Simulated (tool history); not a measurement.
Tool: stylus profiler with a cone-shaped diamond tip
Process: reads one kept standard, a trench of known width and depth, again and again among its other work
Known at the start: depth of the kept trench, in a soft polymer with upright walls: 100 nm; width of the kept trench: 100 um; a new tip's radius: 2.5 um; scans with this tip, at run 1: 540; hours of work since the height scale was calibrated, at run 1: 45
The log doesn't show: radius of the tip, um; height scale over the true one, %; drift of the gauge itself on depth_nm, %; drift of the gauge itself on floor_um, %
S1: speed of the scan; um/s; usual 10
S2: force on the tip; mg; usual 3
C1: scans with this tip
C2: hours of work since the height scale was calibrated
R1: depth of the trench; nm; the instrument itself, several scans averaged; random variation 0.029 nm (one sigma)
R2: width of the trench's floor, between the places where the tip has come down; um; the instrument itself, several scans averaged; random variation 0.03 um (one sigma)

Run 1, day 0: usual settings; C1 540; C2 45. Result: R1 101.23 nm, R2 98.58 um.
Run 2, day 4.533: usual settings; C1 1212; C2 100. Result: R1 101.2 nm, R2 98.5 um.
Run 3, day 6.871: usual settings; C1 1558; C2 129. Result: R1 101.23 nm, R2 98.45 um.
Run 4, day 10.867: usual settings; C1 2150; C2 178. Result: R1 101.21 nm, R2 98.47 um.
Run 5, day 15.821: usual settings; C1 2884; C2 239. Result: R1 101.27 nm, R2 98.45 um.
Run 6, day 18.679: usual settings; C1 3307; C2 274. Result: R1 101.25 nm, R2 98.41 um.
Run 7, day 21.904: usual settings; C1 3785; C2 313. Result: R1 101.29 nm, R2 98.44 um.
Run 8, day 26.417: usual settings; C1 4454; C2 368. Result: R1 101.26 nm, R2 98.36 um.
Run 9, day 31.525: usual settings but S2 1.99 mg; C1 5211; C2 431. Result: R1 101.01 nm, R2 98.35 um.
Run 10, day 35.742: usual settings but S2 1.99 mg; C1 5836; C2 483. Result: R1 101.02 nm, R2 98.31 um.
Run 11, day 39.979: usual settings but S2 1.99 mg; C1 6463; C2 535. Result: R1 101.1 nm, R2 98.31 um.
Run 12, day 43.646: usual settings but S2 1.99 mg; C1 7007; C2 580. Result: R1 101.03 nm, R2 98.34 um.
Run 13, day 47.571: usual settings but S2 2.54 mg; C1 7588; C2 628. Result: R1 101.22 nm, R2 98.29 um.
Run 14, day 50.217: usual settings but S2 2.54 mg; C1 7980; C2 660. Result: R1 101.29 nm, R2 98.29 um.
Run 15, day 54.15: usual settings but S2 5.28 mg; C1 8563; C2 708. Result: R1 101.9 nm, R2 98.22 um.
Run 16, day 57.992: usual settings but S1 2 um/s, S2 5.28 mg; C1 9132; C2 756. Result: R1 101.96 nm, R2 98.27 um.
Run 17, day 61.821: usual settings; C1 9700; C2 803. Result: R1 101.36 nm, R2 98.14 um.
Run 18, day 67.233: usual settings; C1 10502; C2 869. Result: R1 101.38 nm, R2 98.18 um.
At day 67.646: height scale calibrated on a step standard.
Run 19, day 72.242: usual settings but S1 30 um/s; C1 11241; C2 56. Result: R1 101.42 nm, R2 98.13 um.
Run 20, day 75.504: usual settings but S1 30 um/s; C1 11724; C2 96. Result: R1 101.42 nm, R2 98.1 um.
Run 21, day 79.333: usual settings but S1 30 um/s; C1 12291; C2 143. Result: R1 101.4 nm, R2 98.1 um.
Run 22, day 83.733: usual settings but S1 30 um/s; C1 12943; C2 197. Result: R1 101.45 nm, R2 98.01 um.
Run 23, day 89.188: usual settings but S1 29 um/s, S2 1.13 mg; C1 13751; C2 264. Result: R1 100.85 nm, R2 97.98 um.
Run 24, day 92.004: usual settings but S1 33 um/s, S2 5.08 mg; C1 14169; C2 299. Result: R1 102 nm, R2 98.06 um.
At day 94.783: height scale calibrated on a step standard, once more.
Run 25, day 95.704: usual settings but S1 8 um/s, S2 6.44 mg; C1 14714; C2 11. Result: R1 102.14 nm, R2 98.01 um.
Run 26, day 99.292: usual settings but S1 25 um/s; C1 15245; C2 55. Result: R1 101.31 nm, R2 98.02 um.
Run 27, day 103.879: usual settings but S1 25 um/s, S2 5.49 mg; C1 15925; C2 111. Result: R1 101.95 nm, R2 97.96 um.
Run 28, day 107.762: usual settings but S1 25 um/s, S2 5.49 mg; C1 16500; C2 159. Result: R1 101.98 nm, R2 97.98 um.
Run 29, day 112.279: usual settings but S1 15 um/s; C1 17169; C2 214. Result: R1 101.32 nm, R2 97.93 um.
Run 30, day 115.2: usual settings but S1 4 um/s, S2 1.44 mg; C1 17602; C2 250. Result: R1 100.87 nm, R2 97.93 um.
Run 31, day 120.538: usual settings but S1 4 um/s, S2 1.44 mg; C1 18393; C2 316. Result: R1 100.86 nm, R2 97.96 um.
Run 32, day 124.746: usual settings but S1 5 um/s, S2 1.33 mg; C1 19016; C2 367. Result: R1 100.83 nm, R2 97.95 um.
Run 33, day 129.55: usual settings but S1 5 um/s, S2 1.33 mg; C1 19729; C2 426. Result: R1 100.87 nm, R2 97.89 um.
Run 34, day 133.35: usual settings but S1 34 um/s, S2 6.48 mg; C1 20291; C2 473. Result: R1 102.19 nm, R2 97.81 um.
Run 35, day 137.654: usual settings but S1 34 um/s, S2 6.48 mg; C1 20929; C2 526. Result: R1 102.22 nm, R2 97.83 um.
Run 36, day 139.888: usual settings but S1 8 um/s, S2 3.06 mg; C1 21260; C2 553. Result: R1 101.45 nm, R2 97.87 um.
Run 37, day 142.567: usual settings but S1 3 um/s, S2 2.17 mg; C1 21657; C2 586. Result: R1 101.11 nm, R2 97.88 um.
Run 38, day 147.15: usual settings but S1 3 um/s, S2 2.17 mg; C1 22336; C2 642. Result: R1 101.16 nm, R2 97.8 um.
Run 39, day 152.633: usual settings but S1 3 um/s, S2 2.17 mg; C1 23148; C2 709. Result: R1 101.16 nm, R2 97.83 um.
At day 155.512: new tip fitted, height scale calibrated.
Run 40, day 157.542: usual settings but S1 16 um/s, S2 1.74 mg; C1 301; C2 25. Result: R1 100.88 nm, R2 98.51 um.
Run 41, day 161.221: usual settings but S1 9 um/s, S2 8.81 mg; C1 845; C2 70. Result: R1 102.54 nm, R2 98.6 um.

3 ways to go on from here, each from the tool as it stands after run 41. What would each give?
Run A, day 166.292: usual settings but S1 5 um/s, S2 3.56 mg; C1 1597; C2 132. Result: R1 ?, R2 ?.
Run B, day 166.292: usual settings but S1 12 um/s, S2 5.1 mg; C1 1597; C2 132. Result: R1 ?, R2 ?.
Run C, day 166.292: usual settings but S1 12 um/s; C1 1597; C2 132. Result: R1 ?, R2 ?.

run      R1     R2
  A  101.43  98.54
  B   101.8   98.6
  C  101.23  98.58
Without the tool's hidden state the same runs would have given:
run      R1     R2
  A  101.43  98.59
  B   101.8  98.66
  C  101.23  98.63
